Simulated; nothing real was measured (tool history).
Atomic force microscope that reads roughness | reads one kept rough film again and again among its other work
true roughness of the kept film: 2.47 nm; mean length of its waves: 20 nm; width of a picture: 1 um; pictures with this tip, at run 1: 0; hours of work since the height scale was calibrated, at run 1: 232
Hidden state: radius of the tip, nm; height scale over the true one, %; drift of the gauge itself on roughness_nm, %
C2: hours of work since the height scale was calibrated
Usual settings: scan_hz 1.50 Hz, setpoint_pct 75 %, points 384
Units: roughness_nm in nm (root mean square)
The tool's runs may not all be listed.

{"run": 1, "hour": 0.0, "scan_hz": 1.5, "setpoint_pct": 75, "points": 384, "pictures with this tip": 0, "C2": 232, "roughness_nm": 1.975}
{"run": 2, "hour": 44.7, "scan_hz": 1.5, "setpoint_pct": 75, "points": 384, "pictures with this tip": 40, "C2": 254, "roughness_nm": 1.87}
{"run": 3, "hour": 93.8, "scan_hz": 1.5, "setpoint_pct": 75, "points": 384, "pictures with this tip": 84, "C2": 279, "roughness_nm": 1.781}
{"run": 4, "hour": 147.5, "scan_hz": 0.72, "setpoint_pct": 75, "points": 384, "pictures with this tip": 132, "C2": 305, "roughness_nm": 1.761}
{"hour": 184.9, "done": "new tip fitted"}
{"run": 5, "hour": 189.5, "scan_hz": 0.72, "setpoint_pct": 75, "points": 384, "pictures with this tip": 4, "C2": 326, "roughness_nm": 2.053}
{"run": 6, "hour": 248.0, "scan_hz": 0.72, "setpoint_pct": 75, "points": 384, "pictures with this tip": 57, "C2": 356, "roughness_nm": 1.939}
{"run": 7, "hour": 310.5, "scan_hz": 0.72, "setpoint_pct": 75, "points": 384, "pictures with this tip": 113, "C2": 387, "roughness_nm": 1.803}
{"run": 8, "hour": 361.2, "scan_hz": 0.72, "setpoint_pct": 75, "points": 384, "pictures with this tip": 158, "C2": 412, "roughness_nm": 1.723}
{"hour": 365.7, "done": "new tip fitted"}
{"run": 9, "hour": 398.9, "scan_hz": 0.72, "setpoint_pct": 75, "points": 384, "pictures with this tip": 30, "C2": 431, "roughness_nm": 1.988}
{"run": 10, "hour": 457.5, "scan_hz": 0.85, "setpoint_pct": 84, "points": 996, "pictures with this tip": 82, "C2": 460, "roughness_nm": 1.838}
{"hour": 463.9, "done": "height scale calibrated on a step standard"}
{"run": 11, "hour": 521.6, "scan_hz": 2.19, "setpoint_pct": 81, "points": 384, "pictures with this tip": 139, "C2": 29, "roughness_nm": 1.568}
{"hour": 549.0, "done": "new tip fitted"}
{"run": 12, "hour": 565.3, "scan_hz": 0.58, "setpoint_pct": 68, "points": 566, "pictures with this tip": 15, "C2": 51, "roughness_nm": 2.086}
{"run": 13, "hour": 629.7, "scan_hz": 3.77, "setpoint_pct": 58, "points": 657, "pictures with this tip": 72, "C2": 83, "roughness_nm": 1.856}
{"run": 14, "hour": 662.2, "scan_hz": 2.65, "setpoint_pct": 81, "points": 867, "pictures with this tip": 102, "C2": 99, "roughness_nm": 1.62}
{"run": 15, "hour": 701.2, "scan_hz": 1.03, "setpoint_pct": 61, "points": 346, "pictures with this tip": 137, "C2": 119, "roughness_nm": 1.81}
{"hour": 730.4, "done": "new tip fitted"}
{"run": 16, "hour": 759.2, "scan_hz": 2.77, "setpoint_pct": 75, "points": 479, "pictures with this tip": 26, "C2": 147, "roughness_nm": 1.796}
{"run": 17, "hour": 821.9, "scan_hz": 1.43, "setpoint_pct": 63, "points": 482, "pictures with this tip": 82, "C2": 179, "roughness_nm": 1.869}
{"hour": 825.8, "done": "height scale calibrated on a step standard, once more"}
{"run": 18, "hour": 883.0, "scan_hz": 1.54, "setpoint_pct": 75, "points": 954, "pictures with this tip": 136, "C2": 29, "roughness_nm": 1.685}

Forecast each of these 4 alternatives for the next run:
{"hour": 916.1, "done": "new tip fitted"}
{"run": "A", "hour": 940.8, "scan_hz": 1.54, "setpoint_pct": 76, "points": 701, "pictures with this tip": 22, "C2": 57, "roughness_nm": "?"}
{"hour": 916.1, "done": "new tip fitted"}
{"run": "B", "hour": 940.8, "scan_hz": 2.2, "setpoint_pct": 75, "points": 384, "pictures with this tip": 22, "C2": 57, "roughness_nm": "?"}
{"hour": 916.1, "done": "new tip fitted"}
{"run": "C", "hour": 940.8, "scan_hz": 1.54, "setpoint_pct": 79, "points": 954, "pictures with this tip": 22, "C2": 57, "roughness_nm": "?"}
{"hour": 916.1, "done": "new tip fitted"}
{"run": "D", "hour": 940.8, "scan_hz": 1.19, "setpoint_pct": 57, "points": 698, "pictures with this tip": 22, "C2": 57, "roughness_nm": "?"}

run=A roughness_nm=1.965
run=B roughness_nm=1.900
run=C roughness_nm=1.915
run=D roughness_nm=2.064
Without the tool's hidden state the same runs would have given:
run=A roughness_nm=2.019
run=B roughness_nm=1.952
run=C roughness_nm=1.968
run=D roughness_nm=2.121

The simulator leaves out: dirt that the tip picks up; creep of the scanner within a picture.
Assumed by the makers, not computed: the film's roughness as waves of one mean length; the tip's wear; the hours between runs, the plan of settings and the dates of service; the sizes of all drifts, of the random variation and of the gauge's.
